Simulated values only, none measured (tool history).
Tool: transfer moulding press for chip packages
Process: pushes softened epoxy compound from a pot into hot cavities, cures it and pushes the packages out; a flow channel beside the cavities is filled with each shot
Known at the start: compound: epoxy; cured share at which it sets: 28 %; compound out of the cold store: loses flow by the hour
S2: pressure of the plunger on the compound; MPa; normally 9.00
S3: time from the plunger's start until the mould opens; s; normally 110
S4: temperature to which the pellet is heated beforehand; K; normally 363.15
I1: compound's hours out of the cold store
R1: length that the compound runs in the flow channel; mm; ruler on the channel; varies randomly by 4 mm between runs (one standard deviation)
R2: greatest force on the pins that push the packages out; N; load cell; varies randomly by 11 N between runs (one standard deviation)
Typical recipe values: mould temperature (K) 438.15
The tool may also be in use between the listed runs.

Run 1, day 0.000: usual settings; I1 23.2. Result: R1 612 mm, R2 617 N.
Run 2, day 0.383: usual settings; I1 45.6. Result: R1 512 mm, R2 623 N.
Run 3, day 0.704: usual settings but S3 101 s; I1 40.3. Result: R1 547 mm, R2 773 N.
At day 0.962: cavities cleaned with cleaning compound and waxed.
Run 4, day 1.204: usual settings; I1 17.1. Result: R1 630 mm, R2 558 N.
Run 5, day 1.762: usual settings; I1 45.3. Result: R1 522 mm, R2 571 N.
Run 6, day 2.325: usual settings; I1 12.2. Result: R1 650 mm, R2 675 N.
Run 7, day 2.700: usual settings; I1 27.2. Result: R1 585 mm, R2 713 N.
At day 2.879: cavities cleaned with cleaning compound and waxed.
Run 8, day 3.308: usual settings but mould temperature (K) 440.15, S2 10.72 MPa; I1 47.4. Result: R1 557 mm, R2 513 N.
Run 9, day 3.617: usual settings but S2 8.12 MPa; I1 13.5. Result: R1 610 mm, R2 624 N.
Run 10, day 4.271: usual settings but S2 8.27 MPa, S3 92 s, S4 353.15 K; I1 26.7. Result: R1 559 mm, R2 990 N.
At day 4.775: cavities cleaned with cleaning compound and waxed.
Run 11, day 4.854: usual settings but mould temperature (K) 439.15, S2 7.09 MPa, S3 92 s, S4 353.15 K; I1 9.1. Result: R1 583 mm, R2 782 N.
Run 12, day 5.404: usual settings but mould temperature (K) 445.15, S4 371.15 K; I1 35.9. Result: R1 535 mm, R2 464 N.
Run 13, day 5.833: usual settings but mould temperature (K) 445.15, S4 371.15 K; I1 37.6. Result: R1 520 mm, R2 507 N.
Run 14, day 6.308: usual settings but mould temperature (K) 445.15, S4 371.15 K; I1 11.4. Result: R1 638 mm, R2 554 N.

For some of the steps in R1 from one run to the next: how much would appear even if the tool had no hidden state, given the settings, what came in and random variation, and how much remains for the hidden state plus any gauge scatter that the measured result and the result without hidden state don't share?
Hidden state present: true mould temperature over the reading, C; pressure that reaches the compound, % of what is set; grip of the stained cavities, % over clean ones'; drift of the gauge itself on flow_mm, %; drift of the gauge itself on push_out_n, %.
Run 5 -> 6: no setting changed, nothing entered. R1 +128 mm: hidden state -6, all else +134.
Run 13 -> 14: no setting changed, nothing entered. R1 +118 mm: hidden state -7, all else +125.

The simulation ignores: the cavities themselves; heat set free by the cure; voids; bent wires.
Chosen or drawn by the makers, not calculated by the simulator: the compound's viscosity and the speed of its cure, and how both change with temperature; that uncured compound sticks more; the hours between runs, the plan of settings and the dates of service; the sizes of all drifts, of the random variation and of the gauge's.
